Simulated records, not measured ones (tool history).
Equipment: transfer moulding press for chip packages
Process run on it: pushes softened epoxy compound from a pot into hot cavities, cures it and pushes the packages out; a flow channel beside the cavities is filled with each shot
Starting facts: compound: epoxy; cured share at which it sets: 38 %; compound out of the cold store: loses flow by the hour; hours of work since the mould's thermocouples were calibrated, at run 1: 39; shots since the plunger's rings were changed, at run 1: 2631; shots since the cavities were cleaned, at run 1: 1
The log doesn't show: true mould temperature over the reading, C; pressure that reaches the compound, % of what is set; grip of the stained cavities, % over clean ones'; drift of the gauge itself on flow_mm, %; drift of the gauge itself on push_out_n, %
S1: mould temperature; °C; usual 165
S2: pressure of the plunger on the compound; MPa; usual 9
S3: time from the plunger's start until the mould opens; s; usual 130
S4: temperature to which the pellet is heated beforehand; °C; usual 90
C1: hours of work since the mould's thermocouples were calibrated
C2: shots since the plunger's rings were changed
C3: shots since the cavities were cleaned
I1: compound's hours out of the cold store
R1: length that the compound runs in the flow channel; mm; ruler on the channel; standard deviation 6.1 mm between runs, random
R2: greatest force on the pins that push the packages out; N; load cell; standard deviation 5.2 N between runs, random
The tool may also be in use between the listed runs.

Run 1, hour 0: usual settings; C1 39; C2 2631; C3 1; I1 43.6. Result: R1 706 mm, R2 195 N.
Run 2, hour 26.7: usual settings but S3 118 s; C1 55; C2 2886; C3 256; I1 25.5. Result: R1 755 mm, R2 283 N.
At hour 47.9: cavities cleaned with cleaning compound and waxed.
Run 3, hour 53.8: usual settings but S2 9.3 MPa; C1 71; C2 3132; C3 57; I1 31.3. Result: R1 745 mm, R2 211 N.
Run 4, hour 69.4: usual settings but S2 7.6 MPa; C1 81; C2 3281; C3 206; I1 37.8. Result: R1 644 mm, R2 247 N.
Run 5, hour 85.1: usual settings but S2 7.6 MPa; C1 91; C2 3431; C3 356; I1 28.8. Result: R1 686 mm, R2 249 N.
At hour 93.8: cavities cleaned with cleaning compound and waxed.
Run 6, hour 114.7: usual settings but S4 85 °C; C1 108; C2 3700; C3 200; I1 38.3. Result: R1 701 mm, R2 235 N.
Run 7, hour 132.1: usual settings; C1 119; C2 3866; C3 366; I1 38.1. Result: R1 706 mm, R2 271 N.
At hour 141.3: cavities cleaned with cleaning compound and waxed.
Run 8, hour 151.9: usual settings; C1 131; C2 4042; C3 102; I1 9.8. Result: R1 783 mm, R2 223 N.
Run 9, hour 174.5: usual settings; C1 145; C2 4258; C3 318; I1 17.6. Result: R1 759 mm, R2 273 N.
At hour 188.2: cavities cleaned with cleaning compound and waxed.
Run 10, hour 193.6: usual settings; C1 156; C2 4427; C3 52; I1 30.3. Result: R1 710 mm, R2 202 N.
Run 11, hour 211.5: usual settings; C1 167; C2 4597; C3 222; I1 23.7. Result: R1 735 mm, R2 250 N.
Run 12, hour 223.7: usual settings; C1 174; C2 4714; C3 339; I1 21.1. Result: R1 731 mm, R2 275 N.
At hour 233.9: cavities cleaned with cleaning compound and waxed.
Run 13, hour 238.8: usual settings; C1 183; C2 4845; C3 47; I1 46.5. Result: R1 660 mm, R2 203 N.
Run 14, hour 261.6: usual settings; C1 197; C2 5063; C3 265; I1 43.8. Result: R1 675 mm, R2 247 N.
At hour 281.8: cavities cleaned with cleaning compound and waxed.
Run 15, hour 292.6: usual settings but S1 166 °C, S2 7.34 MPa, S3 128 s; C1 215; C2 5345; C3 103; I1 37.4. Result: R1 618 mm, R2 221 N.
Run 16, hour 311.2: usual settings but S1 157 °C; C1 227; C2 5523; C3 281; I1 18.1. Result: R1 748 mm, R2 420 N.
At hour 327.8: cavities cleaned with cleaning compound and waxed.
Run 17, hour 333.3: usual settings but S1 170 °C, S2 9.68 MPa, S3 142 s, S4 81 °C; C1 240; C2 5720; C3 52; I1 9.4. Result: R1 773 mm, R2 172 N.
Run 18, hour 346.3: usual settings but S1 170 °C, S2 8.22 MPa, S3 114 s, S4 81 °C; C1 248; C2 5845; C3 177; I1 18.7. Result: R1 686 mm, R2 231 N.
Run 19, hour 359.7: usual settings but S4 99 °C; C1 256; C2 5973; C3 305; I1 34.6. Result: R1 677 mm, R2 255 N.
At hour 373.5: cavities cleaned with cleaning compound and waxed.
Run 20, hour 381.1: usual settings but S4 99 °C; C1 269; C2 6163; C3 72; I1 40.2. Result: R1 656 mm, R2 201 N.
Run 21, hour 399.1: usual settings but S2 8.34 MPa, S4 92 °C; C1 280; C2 6335; C3 244; I1 11.4. Result: R1 703 mm, R2 239 N.
Run 22, hour 412.2: usual settings but S3 133 s, S4 80 °C; C1 288; C2 6461; C3 370; I1 35.4. Result: R1 668 mm, R2 262 N.
At hour 421: cavities cleaned with cleaning compound and waxed.
Run 23, hour 429.6: usual settings but S3 133 s, S4 80 °C; C1 298; C2 6613; C3 82; I1 40.2. Result: R1 658 mm, R2 208 N.
Run 24, hour 452: usual settings but S1 159 °C, S3 133 s, S4 80 °C; C1 312; C2 6828; C3 297; I1 35.5. Result: R1 677 mm, R2 339 N.
At hour 468.3: plunger's sealing rings changed.
At hour 469.8: cavities cleaned with cleaning compound and waxed.
Run 25, hour 478.4: usual settings but S1 159 °C, S3 133 s, S4 80 °C; C1 326; C2 82; C3 82; I1 40.8. Result: R1 773 mm, R2 281 N.
Run 26, hour 506.3: usual settings but S1 163 °C, S2 8.16 MPa, S3 110 s, S4 98 °C; C1 343; C2 349; C3 349; I1 44. Result: R1 706 mm, R2 354 N.
At hour 515.8: cavities cleaned with cleaning compound and waxed.
Run 27, hour 524.2: usual settings but S1 162 °C, S4 86 °C; C1 353; C2 506; C3 80; I1 17.1. Result: R1 824 mm, R2 256 N.
Run 28, hour 548.1: usual settings but S2 8.29 MPa, S3 164 s, S4 81 °C; C1 368; C2 735; C3 309; I1 19.7. Result: R1 775 mm, R2 228 N.

Here are 3 independent what-if runs from the current tool condition. What would each one return?
At hour 563.5: cavities cleaned with cleaning compound and waxed.
Run A, hour 566.8: usual settings but S2 8.29 MPa, S3 118 s, S4 88 °C; C1 379; C2 899; C3 32; I1 37. Result: R1 ?, R2 ?.
At hour 563.5: cavities cleaned with cleaning compound and waxed.
Run B, hour 566.8: usual settings but S2 8.89 MPa, S3 146 s, S4 96 °C; C1 379; C2 899; C3 32; I1 11.9. Result: R1 ?, R2 ?.
At hour 563.5: cavities cleaned with cleaning compound and waxed.
Run C, hour 566.8: usual settings but S2 10.76 MPa, S3 164 s, S4 81 °C; C1 379; C2 899; C3 32; I1 8.1. Result: R1 ?, R2 ?.

run   R1   R2
  A  711  216
  B  802  186
  C  930  167
The same runs, with their run-to-run variation unchanged, on a tool lacking any hidden condition would have given:
run   R1   R2
  A  726  212
  B  819  179
  C  950  160
